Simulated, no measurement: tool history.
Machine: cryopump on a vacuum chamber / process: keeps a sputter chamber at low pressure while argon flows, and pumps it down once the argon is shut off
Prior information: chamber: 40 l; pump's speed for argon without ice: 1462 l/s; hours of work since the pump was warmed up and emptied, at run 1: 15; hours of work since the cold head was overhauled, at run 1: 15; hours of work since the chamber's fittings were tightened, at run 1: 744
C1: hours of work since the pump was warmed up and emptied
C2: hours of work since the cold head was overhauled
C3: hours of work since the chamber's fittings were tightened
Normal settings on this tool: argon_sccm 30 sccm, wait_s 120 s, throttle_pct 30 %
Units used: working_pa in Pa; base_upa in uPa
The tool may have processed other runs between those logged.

{"run": 1, "day": 0.0, "argon_sccm": 30, "wait_s": 120, "throttle_pct": 30, "C1": 15, "C2": 15, "C3": 744, "working_pa": 0.1154, "base_upa": 1.21}
{"run": 2, "day": 0.688, "argon_sccm": 30, "wait_s": 120, "throttle_pct": 30, "C1": 26, "C2": 26, "C3": 756, "working_pa": 0.1155, "base_upa": 1.21}
{"run": 3, "day": 1.308, "argon_sccm": 13, "wait_s": 120, "throttle_pct": 30, "C1": 36, "C2": 36, "C3": 766, "working_pa": 0.0508, "base_upa": 1.29}
{"run": 4, "day": 1.742, "argon_sccm": 13, "wait_s": 120, "throttle_pct": 30, "C1": 44, "C2": 44, "C3": 773, "working_pa": 0.0504, "base_upa": 1.22}
{"run": 5, "day": 2.25, "argon_sccm": 13, "wait_s": 120, "throttle_pct": 30, "C1": 52, "C2": 52, "C3": 781, "working_pa": 0.0516, "base_upa": 1.25}
{"run": 6, "day": 2.562, "argon_sccm": 30, "wait_s": 120, "throttle_pct": 30, "C1": 57, "C2": 57, "C3": 787, "working_pa": 0.116, "base_upa": 1.29}
{"run": 7, "day": 2.896, "argon_sccm": 30, "wait_s": 120, "throttle_pct": 16, "C1": 63, "C2": 63, "C3": 792, "working_pa": 0.2166, "base_upa": 1.26}
{"run": 8, "day": 3.533, "argon_sccm": 30, "wait_s": 120, "throttle_pct": 49, "C1": 73, "C2": 73, "C3": 803, "working_pa": 0.0721, "base_upa": 1.31}
{"run": 9, "day": 3.892, "argon_sccm": 30, "wait_s": 120, "throttle_pct": 49, "C1": 79, "C2": 79, "C3": 809, "working_pa": 0.0721, "base_upa": 1.25}
{"run": 10, "day": 4.433, "argon_sccm": 37, "wait_s": 120, "throttle_pct": 49, "C1": 88, "C2": 88, "C3": 818, "working_pa": 0.0889, "base_upa": 1.3}
{"run": 11, "day": 5.154, "argon_sccm": 42, "wait_s": 120, "throttle_pct": 30, "C1": 100, "C2": 100, "C3": 830, "working_pa": 0.1648, "base_upa": 1.3}
{"run": 12, "day": 5.471, "argon_sccm": 30, "wait_s": 120, "throttle_pct": 38, "C1": 105, "C2": 105, "C3": 835, "working_pa": 0.0926, "base_upa": 1.33}
{"run": 13, "day": 5.779, "argon_sccm": 30, "wait_s": 120, "throttle_pct": 30, "C1": 111, "C2": 111, "C3": 840, "working_pa": 0.1173, "base_upa": 1.29}
{"run": 14, "day": 6.196, "argon_sccm": 30, "wait_s": 120, "throttle_pct": 30, "C1": 117, "C2": 117, "C3": 847, "working_pa": 0.1179, "base_upa": 1.29}
{"run": 15, "day": 6.788, "argon_sccm": 30, "wait_s": 120, "throttle_pct": 30, "C1": 127, "C2": 127, "C3": 857, "working_pa": 0.1183, "base_upa": 1.34}
{"run": 16, "day": 7.158, "argon_sccm": 30, "wait_s": 120, "throttle_pct": 30, "C1": 133, "C2": 133, "C3": 863, "working_pa": 0.1188, "base_upa": 1.34}
{"run": 17, "day": 7.825, "argon_sccm": 30, "wait_s": 277, "throttle_pct": 30, "C1": 145, "C2": 145, "C3": 874, "working_pa": 0.1183, "base_upa": 1.03}
{"run": 18, "day": 8.471, "argon_sccm": 30, "wait_s": 88, "throttle_pct": 46, "C1": 155, "C2": 155, "C3": 885, "working_pa": 0.0782, "base_upa": 1.55}
{"run": 19, "day": 8.979, "argon_sccm": 30, "wait_s": 88, "throttle_pct": 46, "C1": 164, "C2": 164, "C3": 893, "working_pa": 0.0789, "base_upa": 1.59}
{"run": 20, "day": 9.425, "argon_sccm": 30, "wait_s": 127, "throttle_pct": 24, "C1": 171, "C2": 171, "C3": 901, "working_pa": 0.1475, "base_upa": 1.33}
{"run": 21, "day": 9.85, "argon_sccm": 15, "wait_s": 23, "throttle_pct": 36, "C1": 178, "C2": 178, "C3": 908, "working_pa": 0.0497, "base_upa": 3.85}
{"run": 22, "day": 10.275, "argon_sccm": 17, "wait_s": 52, "throttle_pct": 58, "C1": 185, "C2": 185, "C3": 915, "working_pa": 0.036, "base_upa": 2.14}
{"run": 23, "day": 10.729, "argon_sccm": 25, "wait_s": 124, "throttle_pct": 45, "C1": 193, "C2": 193, "C3": 922, "working_pa": 0.0672, "base_upa": 1.36}
{"run": 24, "day": 11.108, "argon_sccm": 17, "wait_s": 120, "throttle_pct": 30, "C1": 199, "C2": 199, "C3": 928, "working_pa": 0.0677, "base_upa": 1.4}
{"run": 25, "day": 11.654, "argon_sccm": 38, "wait_s": 75, "throttle_pct": 56, "C1": 208, "C2": 208, "C3": 938, "working_pa": 0.0827, "base_upa": 1.76}
{"run": 26, "day": 12.396, "argon_sccm": 38, "wait_s": 75, "throttle_pct": 56, "C1": 220, "C2": 220, "C3": 950, "working_pa": 0.0831, "base_upa": 1.78}
{"run": 27, "day": 12.783, "argon_sccm": 38, "wait_s": 75, "throttle_pct": 20, "C1": 227, "C2": 227, "C3": 956, "working_pa": 0.2239, "base_upa": 1.75}
{"run": 28, "day": 13.35, "argon_sccm": 17, "wait_s": 105, "throttle_pct": 28, "C1": 236, "C2": 236, "C3": 966, "working_pa": 0.073, "base_upa": 1.49}
{"run": 29, "day": 13.746, "argon_sccm": 35, "wait_s": 85, "throttle_pct": 30, "C1": 243, "C2": 243, "C3": 972, "working_pa": 0.1396, "base_upa": 1.68}

What does the tool deliver on the next run?
{"run": 30, "day": 14.088, "argon_sccm": 35, "wait_s": 85, "throttle_pct": 30, "C1": 248, "C2": 248, "C3": 978, "working_pa": "?", "base_upa": "?"}

{"run 30": {"working_pa": 0.14, "base_upa": 1.68}}
Minus the tool's unlogged condition, the same run would have read working_pa 0.1350 Pa, base_upa 1.02 uPa.
